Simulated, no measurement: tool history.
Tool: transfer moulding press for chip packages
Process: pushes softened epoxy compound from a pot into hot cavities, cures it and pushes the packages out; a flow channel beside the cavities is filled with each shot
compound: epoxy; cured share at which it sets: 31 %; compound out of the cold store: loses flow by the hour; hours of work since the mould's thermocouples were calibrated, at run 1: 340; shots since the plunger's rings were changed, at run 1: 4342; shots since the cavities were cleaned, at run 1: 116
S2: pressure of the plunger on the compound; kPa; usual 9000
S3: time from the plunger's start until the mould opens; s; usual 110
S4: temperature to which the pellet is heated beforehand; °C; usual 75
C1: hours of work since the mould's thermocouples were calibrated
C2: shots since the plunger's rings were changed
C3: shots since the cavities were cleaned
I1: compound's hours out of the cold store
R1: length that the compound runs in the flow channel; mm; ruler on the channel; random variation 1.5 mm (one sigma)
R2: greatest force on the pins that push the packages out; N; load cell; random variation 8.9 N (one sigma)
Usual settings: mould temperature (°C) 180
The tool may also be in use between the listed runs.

Run 1, hour 0: usual settings; C1 340; C2 4342; C3 116; I1 20.4. Result: R1 683 mm, R2 484 N.
At hour 23.6: plunger's sealing rings changed.
Run 2, hour 30.8: usual settings; C1 353; C2 60; C3 354; I1 32.1. Result: R1 656 mm, R2 667 N.
At hour 62.3: cavities cleaned with cleaning compound and waxed.
Run 3, hour 76.3: usual settings; C1 374; C2 430; C3 117; I1 34.7. Result: R1 642 mm, R2 476 N.
Run 4, hour 107.8: usual settings; C1 389; C2 696; C3 383; I1 25. Result: R1 679 mm, R2 633 N.
At hour 136.8: cavities cleaned with cleaning compound and waxed.
Run 5, hour 151: usual settings; C1 409; C2 1047; C3 119; I1 40.8. Result: R1 614 mm, R2 509 N.
At hour 182.4: mould's thermocouples calibrated.
Run 6, hour 205.1: usual settings; C1 11; C2 1485; C3 557; I1 31.7. Result: R1 648 mm, R2 738 N.
At hour 214.6: cavities cleaned with cleaning compound and waxed.
Run 7, hour 249.7: usual settings; C1 31; C2 1848; C3 296; I1 33.7. Result: R1 640 mm, R2 596 N.
Run 8, hour 284.1: usual settings; C1 47; C2 2138; C3 586; I1 21.8. Result: R1 684 mm, R2 741 N.
At hour 291: cavities cleaned with cleaning compound and waxed.
Run 9, hour 332.2: usual settings; C1 69; C2 2530; C3 347; I1 44. Result: R1 595 mm, R2 649 N.
At hour 365.5: cavities cleaned with cleaning compound and waxed.
Run 10, hour 373: usual settings; C1 88; C2 2861; C3 63; I1 31.2. Result: R1 644 mm, R2 469 N.
Run 11, hour 402: usual settings; C1 101; C2 3105; C3 307; I1 22. Result: R1 677 mm, R2 621 N.
Run 12, hour 435.2: usual settings; C1 117; C2 3384; C3 586; I1 29.1. Result: R1 648 mm, R2 736 N.
At hour 441.2: cavities cleaned with cleaning compound and waxed.
Run 13, hour 462.9: usual settings; C1 129; C2 3604; C3 182; I1 41.4. Result: R1 601 mm, R2 541 N.
Run 14, hour 504.8: usual settings but mould temperature (°C) 177, S2 8020 kPa, S3 91 s; C1 149; C2 3957; C3 535; I1 17. Result: R1 662 mm, R2 1129 N.
At hour 518.2: cavities cleaned with cleaning compound and waxed.
Run 15, hour 541.8: usual settings but mould temperature (°C) 177, S2 8020 kPa, S3 91 s; C1 166; C2 4256; C3 199; I1 10.3. Result: R1 690 mm, R2 889 N.
At hour 576.1: plunger's sealing rings changed.
Run 16, hour 576.1: usual settings but mould temperature (°C) 183, S2 7260 kPa, S3 113 s, S4 76 °C; C1 181; C2 0; C3 467; I1 14.1. Result: R1 657 mm, R2 672 N.
At hour 594.1: cavities cleaned with cleaning compound and waxed.
Run 17, hour 603.2: usual settings but mould temperature (°C) 187, S4 80 °C; C1 193; C2 216; C3 77; I1 13. Result: R1 728 mm, R2 439 N.
Run 18, hour 646.5: usual settings but mould temperature (°C) 172, S2 8990 kPa, S3 99 s; C1 213; C2 580; C3 441; I1 32.5. Result: R1 664 mm, R2 1155 N.
At hour 672.1: cavities cleaned with cleaning compound and waxed.
Run 19, hour 701.2: usual settings but mould temperature (°C) 172, S2 8990 kPa, S3 99 s; C1 238; C2 1027; C3 245; I1 17. Result: R1 729 mm, R2 1035 N.
At hour 748.2: cavities cleaned with cleaning compound and waxed.
Run 20, hour 750.3: usual settings but mould temperature (°C) 172, S2 8990 kPa, S3 131 s; C1 261; C2 1428; C3 18; I1 40.9. Result: R1 625 mm, R2 436 N.
Run 21, hour 776: usual settings but mould temperature (°C) 172; C1 273; C2 1645; C3 235; I1 12.5. Result: R1 747 mm, R2 859 N.
Run 22, hour 802.1: usual settings but mould temperature (°C) 172; C1 285; C2 1864; C3 454; I1 25.5. Result: R1 689 mm, R2 976 N.
At hour 823.4: cavities cleaned with cleaning compound and waxed.
Run 23, hour 843.1: usual settings but mould temperature (°C) 172, S2 7490 kPa, S3 141 s, S4 83 °C; C1 304; C2 2196; C3 165; I1 37.2. Result: R1 580 mm, R2 504 N.
Run 24, hour 889.8: usual settings but mould temperature (°C) 175, S3 92 s, S4 80 °C; C1 326; C2 2590; C3 559; I1 36.6. Result: R1 632 mm, R2 1143 N.
At hour 899.3: cavities cleaned with cleaning compound and waxed.
Run 25, hour 934: usual settings but mould temperature (°C) 178, S2 9230 kPa, S3 109 s, S4 67 °C; C1 346; C2 2949; C3 292; I1 17.2. Result: R1 715 mm, R2 636 N.
At hour 975.8: cavities cleaned with cleaning compound and waxed.
Run 26, hour 986: usual settings but S3 112 s; C1 370; C2 3374; C3 86; I1 9.6. Result: R1 733 mm, R2 501 N.

3 ways to go on from here, each from the tool as it stands after run 26. What would each give?
Run A, hour 1037.1: usual settings but S2 7550 kPa, S3 122 s; C1 394; C2 3804; C3 516; I1 12.9. Result: R1 ?, R2 ?.
Run B, hour 1037.1: usual settings but S3 106 s; C1 394; C2 3804; C3 516; I1 45.5. Result: R1 ?, R2 ?.
Run C, hour 1037.1: usual settings but mould temperature (°C) 178; C1 394; C2 3804; C3 516; I1 21.3. Result: R1 ?, R2 ?.

run   R1   R2
  A  654  679
  B  581  726
  C  685  760
Without the tool's hidden state the same runs would have given:
run   R1   R2
  A  679  381
  B  603  411
  C  711  434
